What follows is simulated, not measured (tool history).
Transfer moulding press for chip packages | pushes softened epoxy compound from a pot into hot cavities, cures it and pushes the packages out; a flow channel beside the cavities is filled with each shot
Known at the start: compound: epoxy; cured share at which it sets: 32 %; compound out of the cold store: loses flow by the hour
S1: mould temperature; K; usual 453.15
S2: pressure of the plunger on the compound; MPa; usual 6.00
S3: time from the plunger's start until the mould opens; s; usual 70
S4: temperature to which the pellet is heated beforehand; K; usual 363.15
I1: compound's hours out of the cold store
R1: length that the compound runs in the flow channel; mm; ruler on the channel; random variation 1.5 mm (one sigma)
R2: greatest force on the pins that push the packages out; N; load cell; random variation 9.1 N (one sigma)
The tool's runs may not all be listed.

run	hour	S1	S2	S3	S4	I1	R1	R2
1	0.0	453.15	6.00	70	363.15	41.7	484	684
# hour 33.7: cavities cleaned with cleaning compound and waxed
2	50.7	453.15	6.00	70	363.15	40.0	483	539
# hour 106.0: cavities cleaned with cleaning compound and waxed
3	110.3	453.15	6.00	70	363.15	28.8	491	465
4	154.5	453.15	6.00	70	363.15	22.0	497	769
# hour 180.9: cavities cleaned with cleaning compound and waxed
5	214.3	460.15	6.00	70	363.15	36.0	462	551
# hour 256.8: cavities cleaned with cleaning compound and waxed
6	266.7	460.15	6.00	70	363.15	27.0	468	433
# hour 329.9: cavities cleaned with cleaning compound and waxed
7	329.9	460.15	6.00	70	363.15	30.2	458	326
8	374.2	460.15	6.00	97	363.15	27.8	458	579
# hour 391.7: plunger's sealing rings changed
# hour 405.3: cavities cleaned with cleaning compound and waxed
# hour 432.7: mould's thermocouples calibrated
9	439.1	453.15	6.21	70	363.15	20.4	523	688
# hour 479.2: cavities cleaned with cleaning compound and waxed
10	483.6	453.15	6.00	70	363.15	23.9	505	447
11	521.3	453.15	6.00	70	363.15	28.2	498	709
# hour 554.3: cavities cleaned with cleaning compound and waxed
12	574.6	453.15	6.00	70	363.15	44.5	471	597
# hour 629.8: cavities cleaned with cleaning compound and waxed
13	636.8	453.15	6.00	70	363.15	18.1	502	493
14	682.9	453.15	6.00	73	363.15	21.1	491	724
# hour 703.5: cavities cleaned with cleaning compound and waxed
15	742.9	453.15	6.00	73	363.15	20.1	489	668
# hour 775.9: cavities cleaned with cleaning compound and waxed
16	798.8	453.15	6.00	73	363.15	18.9	485	585
17	844.8	453.15	6.00	70	362.15	45.3	452	806
# hour 850.4: cavities cleaned with cleaning compound and waxed
# hour 866.2: plunger's sealing rings changed
18	877.7	459.15	4.86	90	363.15	18.5	451	490
# hour 924.7: mould's thermocouples calibrated
# hour 926.5: cavities cleaned with cleaning compound and waxed
19	926.5	455.15	6.19	76	363.15	31.3	502	356
20	972.6	455.15	6.19	76	363.15	30.3	498	627
# hour 998.3: cavities cleaned with cleaning compound and waxed
21	1018.1	446.15	6.00	83	363.15	47.5	484	612
# hour 1075.1: cavities cleaned with cleaning compound and waxed
22	1083.3	461.15	6.00	106	358.15	36.5	466	406
23	1139.9	453.15	6.00	70	359.15	10.1	507	793
# hour 1146.9: cavities cleaned with cleaning compound and waxed
24	1183.7	453.15	6.00	70	359.15	44.9	463	687
# hour 1219.0: cavities cleaned with cleaning compound and waxed
25	1238.3	453.15	6.00	70	359.15	19.6	487	599
26	1275.1	453.15	6.00	70	359.15	44.2	456	758
# hour 1290.7: cavities cleaned with cleaning compound and waxed
27	1334.6	453.15	5.57	68	363.15	46.9	430	738

4 ways to go on from here, each from the tool as it stands after run 27. What would each give?
# hour 1341.7: plunger's sealing rings changed
# hour 1366.2: cavities cleaned with cleaning compound and waxed
A	1377.8	453.15	5.98	68	363.15	15.3	?	?
# hour 1341.7: plunger's sealing rings changed
# hour 1366.2: cavities cleaned with cleaning compound and waxed
B	1377.8	448.15	5.57	68	363.15	30.4	?	?
# hour 1341.7: plunger's sealing rings changed
# hour 1366.2: cavities cleaned with cleaning compound and waxed
C	1377.8	453.15	5.13	70	361.15	22.9	?	?
# hour 1341.7: plunger's sealing rings changed
# hour 1366.2: cavities cleaned with cleaning compound and waxed
D	1377.8	455.15	6.00	70	371.15	21.4	?	?

run	R1	R2
A	518	537
B	495	690
C	473	528
D	505	471
Without the tool's hidden state the same runs would have given:
run	R1	R2
A	523	433
B	499	565
C	477	425
D	510	375
